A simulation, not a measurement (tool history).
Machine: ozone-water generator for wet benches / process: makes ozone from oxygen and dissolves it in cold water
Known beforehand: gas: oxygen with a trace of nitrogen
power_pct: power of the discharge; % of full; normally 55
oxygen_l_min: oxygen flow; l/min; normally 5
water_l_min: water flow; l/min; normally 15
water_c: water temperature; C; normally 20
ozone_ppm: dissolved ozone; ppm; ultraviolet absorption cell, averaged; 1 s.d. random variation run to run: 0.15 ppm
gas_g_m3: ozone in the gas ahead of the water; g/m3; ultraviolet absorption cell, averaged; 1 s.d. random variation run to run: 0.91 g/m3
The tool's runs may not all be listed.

run,hour,power_pct,oxygen_l_min,water_l_min,water_c,ozone_ppm,gas_g_m3
1,0,55,5,15,20,18.6,150.7
2,29.3,55,4.52,15,20,18,157.4
3,42.9,55,4.52,15,20,18.3,154.9
4,62.4,55,5,15,20,18.4,153.1
5,78.5,55,5,15,20,18.7,150.8
6,107.8,55,5,15,20,18.6,150.6
7,135.5,55,5,15,14,20.4,150.2
8,157,55,5,15,14,20.4,152.5
9,184.3,55,5,15,14,20.4,152.3
10,202.7,55,5.81,15,14,20.6,143.4
11,229.9,55,5.81,15,14,20.9,143.6
# hour 236.9: contactor cleaned
12,265.7,55,5,15,20,17.9,151.2
13,283.3,55,5,15,20,18.2,152.1
14,303.6,55,7.2,15,19,18.7,133.2
15,328.2,56,3.46,13,19,19.4,174.7
# hour 336.8: contactor cleaned, once more
16,356.6,94,3.22,21,12,23.5,284.8
17,377.2,94,3.22,21,17,22.5,289
18,406.2,66,3.22,15,12,23.4,208.2
19,425.6,54,7.88,21,22,15.3,125.6
20,445.4,54,2.72,20,27,12,185
21,464.4,54,2.78,17,27,13.7,182.5
22,489.6,54,2.78,17,27,14,183.5
23,505.5,59,4.59,17,27,16.5,166.9
24,524.7,49,6.21,15,14,19.6,128
25,544.3,74,5,12,20,29.1,197.6
26,575.1,47,4.46,22,20,12,135.1

What if the next run were any one of these 3? Each begins from the tool's condition after run 26:
A,593.5,47,6.09,14,20,?,?
B,593.5,55,7.26,15,19,?,?
C,593.5,62,5,15,20,?,?

run,ozone_ppm,gas_g_m3
A,17.6,120.7
B,20.1,130.9
C,21.4,170.3
Without the tool's unlogged condition, the same runs would have read:
run,ozone_ppm,gas_g_m3
A,17.8,121.3
B,20.3,131.7
C,21.7,171.4
